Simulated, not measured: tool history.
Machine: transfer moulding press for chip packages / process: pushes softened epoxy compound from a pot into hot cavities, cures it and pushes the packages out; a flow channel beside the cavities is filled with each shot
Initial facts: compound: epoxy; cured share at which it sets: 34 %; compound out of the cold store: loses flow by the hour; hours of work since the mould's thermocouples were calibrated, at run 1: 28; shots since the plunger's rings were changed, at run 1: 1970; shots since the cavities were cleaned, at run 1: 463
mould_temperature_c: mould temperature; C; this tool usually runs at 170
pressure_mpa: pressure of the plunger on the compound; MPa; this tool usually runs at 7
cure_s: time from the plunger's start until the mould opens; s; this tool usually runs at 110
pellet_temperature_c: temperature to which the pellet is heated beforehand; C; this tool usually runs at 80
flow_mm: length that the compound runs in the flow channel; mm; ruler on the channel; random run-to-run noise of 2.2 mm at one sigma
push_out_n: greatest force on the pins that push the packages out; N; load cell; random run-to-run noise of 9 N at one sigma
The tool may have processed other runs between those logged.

run   hour  mould_temperature_c  pressure_mpa  cure_s  pellet_temperature_c  hours of work since the mould's thermocouples were calibrated  shots since the plunger's rings were changed  shots since the cavities were cleaned  incoming compound's hours out of the cold store  flow_mm  push_out_n
  1      0                  170             7     110                    80                                                             28                                          1970                                    463                                             38.1      832         652
      11.5  -- cavities cleaned with cleaning compound and waxed
  2     12                  170             7     110                    80                                                             33                                          2052                                      4                                             41.4      817         409
  3     21                  170             7     110                    80                                                             38                                          2121                                     73                                               39      826         471
  4   41.3                  170             7     102                    80                                                             47                                          2279                                    231                                             35.9      834         596
  5   60.6                  170             7     110                    80                                                             56                                          2429                                    381                                             43.2      805         623
  6   74.3                  170             7     110                    80                                                             63                                          2535                                    487                                             33.4      838         637
      83.3  -- cavities cleaned with cleaning compound and waxed
  7   86.8                  163             7     110                    80                                                             68                                          2621                                     28                                             21.7      914         634
  8  101.7                  165             7     110                    80                                                             75                                          2737                                    144                                             36.5      842         629
  9  110.9                  165             7     110                    80                                                             79                                          2807                                    214                                             22.4      902         712
 10  129.1                  165             7     110                    80                                                             88                                          2949                                    356                                             11.9      942         762
 11  139.8                  165             7     110                    80                                                             93                                          3032                                    439                                             22.6      896         813
     154.8  -- cavities cleaned with cleaning compound and waxed
 12  158.5                  165             7     110                    80                                                            101                                          3166                                     29                                             10.5      948         555
 13  176.4                  165             7     110                    80                                                            110                                          3305                                    168                                             25.2      879         661
 14  196.2                  165             7     110                    80                                                            119                                          3458                                    321                                             33.9      845         735
 15  204.7                  170          5.55     110                    71                                                            123                                          3524                                    387                                             45.6      702         605
 16  222.5                  170          6.22     132                    71                                                            132                                          3662                                    525                                             21.8      829         583
     227.1  -- cavities cleaned with cleaning compound and waxed
 17  237.3                  177          5.81     104                    80                                                            138                                          3766                                     80                                               13      803         418
 18  252.7                  175          7.76     113                    85                                                            145                                          3885                                    199                                             30.6      861         469
 19  265.2                  175          7.76     113                    85                                                            151                                          3982                                    296                                             26.2      879         506
 20  274.6                  170          7.47     131                    80                                                            156                                          4055                                    369                                             25.1      882         550
 21  285.9                  170          7.47     131                    80                                                            161                                          4143                                    457                                               26      880         573
     295.5  -- plunger's sealing rings changed
     300.9  -- cavities cleaned with cleaning compound and waxed
 22  301.6                  173          5.21     128                    78                                                            167                                            35                                      5                                             13.1      812         348
 23  312.1                  168          6.53     128                    84                                                            172                                           117                                     87                                             33.1      843         442
 24  322.8                  168          6.53     128                    84                                                            177                                           200                                    170                                               15      915         484
 25  334.1                  174             7     110                    80                                                            182                                           288                                    258                                             43.2      812         505
 26  346.4                  176          7.93     110                    80                                                            188                                           383                                    353                                             27.4      922         542
 27  363.8                  176          7.93     110                    80                                                            196                                           518                                    488                                             45.7      851         571
     372.4  -- cavities cleaned with cleaning compound and waxed
 28  375.8                  170          6.68     109                    80                                                            201                                           600                                     26                                             42.1      807         436

Forecast each of these 5 alternatives for the next run:
  A  386.2                  172             7     110                    80                                                            206                                           681                                    107                                             47.5        ?           ?
  B  386.2                  172          8.52      95                    80                                                            206                                           681                                    107                                             17.5        ?           ?
  C  386.2                  170             7     132                    80                                                            206                                           681                                    107                                             12.7        ?           ?
  D  386.2                  170          6.89     109                    70                                                            206                                           681                                    107                                             45.5        ?           ?
  E  386.2                  176          8.74     109                    80                                                            206                                           681                                    107                                             38.9        ?           ?

run  flow_mm  push_out_n
  A      803         456
  B     1012         548
  C      946         439
  D      808         479
  E      917         438
With no hidden state in the tool, these same runs would have given:
run  flow_mm  push_out_n
  A      813         376
  B     1025         453
  C      958         361
  D      818         395
  E      929         361
